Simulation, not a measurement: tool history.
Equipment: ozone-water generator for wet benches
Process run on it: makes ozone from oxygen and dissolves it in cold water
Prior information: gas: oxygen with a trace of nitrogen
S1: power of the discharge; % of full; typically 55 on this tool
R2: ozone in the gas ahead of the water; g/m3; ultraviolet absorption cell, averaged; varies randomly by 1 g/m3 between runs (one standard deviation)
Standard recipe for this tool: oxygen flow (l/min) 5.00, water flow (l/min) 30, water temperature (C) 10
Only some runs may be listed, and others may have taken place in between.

run 1 day=0.000 | S1=55 oxygen_flow_(l/min)=5.00 water_flow_(l/min)=30 water_temperature_(C)=10 | dissolved_ozone_(ppm)=14.5 R2=183.1
run 2 day=5.592 | S1=89 oxygen_flow_(l/min)=5.00 water_flow_(l/min)=30 water_temperature_(C)=10 | dissolved_ozone_(ppm)=21.9 R2=271.6
run 3 day=10.733 | S1=89 oxygen_flow_(l/min)=5.00 water_flow_(l/min)=30 water_temperature_(C)=10 | dissolved_ozone_(ppm)=21.6 R2=271.4
run 4 day=14.188 | S1=55 oxygen_flow_(l/min)=5.00 water_flow_(l/min)=30 water_temperature_(C)=10 | dissolved_ozone_(ppm)=14.6 R2=179.9
run 5 day=17.008 | S1=55 oxygen_flow_(l/min)=5.00 water_flow_(l/min)=30 water_temperature_(C)=10 | dissolved_ozone_(ppm)=14.5 R2=183.1
run 6 day=21.921 | S1=55 oxygen_flow_(l/min)=5.00 water_flow_(l/min)=30 water_temperature_(C)=10 | dissolved_ozone_(ppm)=14.6 R2=181.1
run 7 day=28.067 | S1=55 oxygen_flow_(l/min)=5.00 water_flow_(l/min)=23 water_temperature_(C)=10 | dissolved_ozone_(ppm)=18.7 R2=181.3
run 8 day=32.171 | S1=51 oxygen_flow_(l/min)=5.00 water_flow_(l/min)=30 water_temperature_(C)=10 | dissolved_ozone_(ppm)=13.6 R2=168.5
run 9 day=36.433 | S1=55 oxygen_flow_(l/min)=5.00 water_flow_(l/min)=41 water_temperature_(C)=10 | dissolved_ozone_(ppm)=10.2 R2=181.7
run 10 day=40.862 | S1=55 oxygen_flow_(l/min)=5.00 water_flow_(l/min)=41 water_temperature_(C)=10 | dissolved_ozone_(ppm)=10.1 R2=179.6
run 11 day=45.004 | S1=55 oxygen_flow_(l/min)=5.00 water_flow_(l/min)=41 water_temperature_(C)=10 | dissolved_ozone_(ppm)=10.1 R2=179.4
run 12 day=50.775 | S1=55 oxygen_flow_(l/min)=5.00 water_flow_(l/min)=41 water_temperature_(C)=10 | dissolved_ozone_(ppm)=10.3 R2=181.1

Run 13 is up next; what results do you expect?
run 13 day=53.688 | S1=49 oxygen_flow_(l/min)=7.65 water_flow_(l/min)=29 water_temperature_(C)=8 | dissolved_ozone_(ppm)=? R2=?

dissolved ozone (ppm): 14.2
R2: 129.1 g/m3
With no hidden state in the tool, this same run would have given dissolved ozone (ppm) 14.9, R2 131.8 g/m3.
